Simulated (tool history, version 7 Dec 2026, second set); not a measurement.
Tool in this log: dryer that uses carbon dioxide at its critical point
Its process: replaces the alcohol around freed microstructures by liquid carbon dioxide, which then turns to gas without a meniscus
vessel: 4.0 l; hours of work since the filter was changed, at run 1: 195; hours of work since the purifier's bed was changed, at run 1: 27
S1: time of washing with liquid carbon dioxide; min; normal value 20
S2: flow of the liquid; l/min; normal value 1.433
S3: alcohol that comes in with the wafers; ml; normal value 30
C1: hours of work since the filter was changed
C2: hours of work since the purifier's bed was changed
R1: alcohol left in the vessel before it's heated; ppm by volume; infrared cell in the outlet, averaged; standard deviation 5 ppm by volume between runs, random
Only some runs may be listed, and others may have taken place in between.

run    hour  S1     S2   S3   C1   C2   R1
  1     0.0  20  1.433   30  195   27   41
  2    16.4  20  1.433   30  201   33   47
  3    47.9  20  1.433   30  213   45   40
  4    67.9  20  1.433   30  221   53   44
  5    95.5  20  1.433  104  231   64  114
  6   124.0  20  1.433   30  242   75   57
  7   156.0  27  1.433   30  254   87   27
  8   172.8  27  1.433   30  261   93   31
  9   208.5  27  1.433   30  274  107   39
 10   231.0  27  1.433   30  283  115   33
 11   265.1  27  1.433   30  296  128   44
 12   285.0  27  1.820   30  304  136   44
 13   303.3  20  1.433   30  311  143   59
 14   328.7  20  1.433   30  320  153   72
 15   359.5  20  1.433   30  332  165   71
 16   388.6  20  1.433   30  343  176   79
 17   418.2  20  0.920   30  354  187  253
      446.2  -- inlet filter changed
 18   449.4  20  1.433   30    1  198   82
 19   484.6  20  1.290   30   15  212  102
 20   505.7  20  1.290   30   23  220  102
 21   532.7  20  1.290   30   33  230  119
 22   551.9  20  1.433   30   40  238   98
 23   585.3  20  1.433   30   53  250   94
 24   609.7  20  1.433   30   62  260   91
 25   640.4  28  2.140   26   74  271   75
 26   660.0  20  1.930   45   82  279   85
 27   682.8  20  1.930   45   90  288   80
 28   712.6  20  0.970   70  102  299  412
 29   743.0  20  0.970   70  113  311  423
 30   762.9  20  0.970   70  121  318  425
 31   778.0  20  1.570   22  127  324  103
 32   795.1  20  2.250   21  133  331   99
 33   813.5  20  2.250   21  140  338  101
 34   835.4  19  1.240   29  149  346  161
 35   861.9  19  1.000   29  159  356  253
 36   897.1  13  1.590   70  172  370  379
 37   921.6  21  1.700   30  182  379  111
 38   945.1  21  1.700   30  191  388  106
 39   971.8  21  1.700   30  201  398  109
 40  1003.6  19  1.550   21  213  410  133
 41  1027.3  14  2.200   21  222  419  123
 42  1055.0  14  2.200   21  233  430  132
 43  1085.8  14  2.200   21  244  442  148
 44  1115.1  20  1.460   28  256  453  141
 45  1141.6  19  2.260  113  266  463  141
 46  1166.7  18  1.430   21  275  472  167
 47  1186.5  18  1.430   21  283  480  175

Describe how what the log doesn't record of the tool's condition differs between the last listed run preceding each entry between runs and the first listed run following it.
In the gap between runs 17 and 18: inlet filter changed (hour 446.2)
  flow that reaches the vessel past the clogged filter, %: 94.6 -> 99.8; alcohol in the recycled carbon dioxide, ppm: 56.6 -> 60.1
  difference, measured minus the result without the unlogged condition, R1: +89 -> +55 ppm by volume

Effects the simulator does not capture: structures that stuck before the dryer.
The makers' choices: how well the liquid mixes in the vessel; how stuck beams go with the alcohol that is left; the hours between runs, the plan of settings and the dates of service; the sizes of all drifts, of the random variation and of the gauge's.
